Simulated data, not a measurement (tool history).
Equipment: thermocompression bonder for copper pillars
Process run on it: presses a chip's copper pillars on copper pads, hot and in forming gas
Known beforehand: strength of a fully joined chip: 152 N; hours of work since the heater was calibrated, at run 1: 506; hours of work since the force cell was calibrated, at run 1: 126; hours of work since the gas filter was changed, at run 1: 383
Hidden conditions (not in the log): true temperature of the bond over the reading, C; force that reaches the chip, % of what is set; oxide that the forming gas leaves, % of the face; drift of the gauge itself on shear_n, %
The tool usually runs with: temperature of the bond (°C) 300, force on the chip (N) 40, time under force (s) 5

run   hour  temperature of the bond (°C)  force on the chip (N)  time under force (s)  hours of work since the heater was calibrated  hours of work since the force cell was calibrated  hours of work since the gas filter was changed  force that shears a chip off (N)
  1      0                           300                     40                     5                                            506                                                126                                             383                              86.2
  2    8.5                           300                     40                     5                                            511                                                132                                             389                              86.1
  3     18                           300                     44                     5                                            518                                                138                                             395                              89.9
  4   23.7                           300                     44                     5                                            521                                                142                                             399                              90.3
  5     30                           300                     26                     5                                            526                                                146                                             403                              69.7
  6     42                           300                     26                     5                                            534                                                154                                             411                              69.2
  7   47.5                           300                     26                     5                                            537                                                158                                             415                              69.7
  8   57.5                           300                     40                     5                                            544                                                165                                             421                              86.9
  9   63.2                           295                     40                     5                                            548                                                168                                             425                              83.2
 10   73.9                           295                     40                     5                                            555                                                176                                             432                              83.4
 11   84.1                           300                     33                     5                                            562                                                182                                             439                              78.8
 12   95.1                           300                     40                     5                                            569                                                190                                             446                              86.9
 13  102.3                           300                     40                     5                                            574                                                194                                             451                              87.7
     105.4  -- forming gas filter changed
 14  114.9                           300                     40                     5                                            582                                                203                                               6                              87.9
 15  126.9                           300                     40                     5                                            590                                                211                                              14                              88.2
 16  132.4                           300                     40                     5                                            594                                                214                                              18                              87.9
 17    139                           300                     40                     5                                            598                                                219                                              22                              87.3
 18  144.5                           300                     40                     5                                            602                                                222                                              26                              87.9
 19  154.9                           300                     40                     5                                            609                                                229                                              33                              88.1
 20  161.4                           300                     40                     5                                            613                                                234                                              37                              88.8
 21    170                           274                     33                     4                                            619                                                239                                              43                                57
 22  180.1                           274                     33                     4                                            625                                                246                                              50                              57.1
 23  190.3                           274                     25                     3                                            632                                                253                                              57                              42.6
 24  195.8                           307                     31                     3                                            636                                                257                                              60                              69.6
     202.5  -- gauge calibrated
 25    203                           307                     31                     3                                            641                                                261                                              65                              67.4
 26  209.9                           295                     34                     8                                            645                                                266                                              70                              89.6
 27  216.4                           328                     28                     4                                            650                                                270                                              74                              85.3
 28  225.9                           300                     30                     8                                            656                                                277                                              80                              87.4
 29  233.2                           300                     55                     7                                            661                                                281                                              85                             109.1
 30  245.6                           300                     55                     7                                            669                                                290                                              94                               109
 31  257.6                           318                     25                     5                                            677                                                298                                             101                              80.1
 32  269.4                           294                     47                     8                                            685                                                306                                             109                             102.7
 33  281.3                           315                     40                     5                                            693                                                314                                             117                              97.4
 34  293.8                           327                     29                     7                                            701                                                322                                             126                               102
 35    303                           302                     33                     5                                            707                                                328                                             132                              81.4
 36  314.7                           306                     40                     9                                            715                                                336                                             140                             108.4
 37    321                           320                     33                     7                                            719                                                340                                             144                             102.9
 38  331.9                           301                     33                     7                                            727                                                347                                             151                              89.7
 39  343.9                           284                     37                     5                                            735                                                355                                             159                              73.4

Alternative continuations, all from the tool just after run 39; predict every row:
  A  356.2                           310                     37                     5                                            743                                                364                                             167                                 ?
  B  356.2                           284                     59                     6                                            743                                                364                                             167                                 ?
  C  356.2                           300                     59                    15                                            743                                                364                                             167                                 ?
  D  356.2                           316                     37                     5                                            743                                                364                                             167                                 ?
  E  356.2                           318                     40                     5                                            743                                                364                                             167                                 ?

run  force that shears a chip off (N)
  A                              92.6
  B                                97
  C                             133.6
  D                              96.5
  E                             101.2
The same runs, with their run-to-run variation unchanged, on a tool lacking any hidden condition would have given:
run  force that shears a chip off (N)
  A                              90.6
  B                              94.8
  C                             130.7
  D                              94.4
  E                              98.9

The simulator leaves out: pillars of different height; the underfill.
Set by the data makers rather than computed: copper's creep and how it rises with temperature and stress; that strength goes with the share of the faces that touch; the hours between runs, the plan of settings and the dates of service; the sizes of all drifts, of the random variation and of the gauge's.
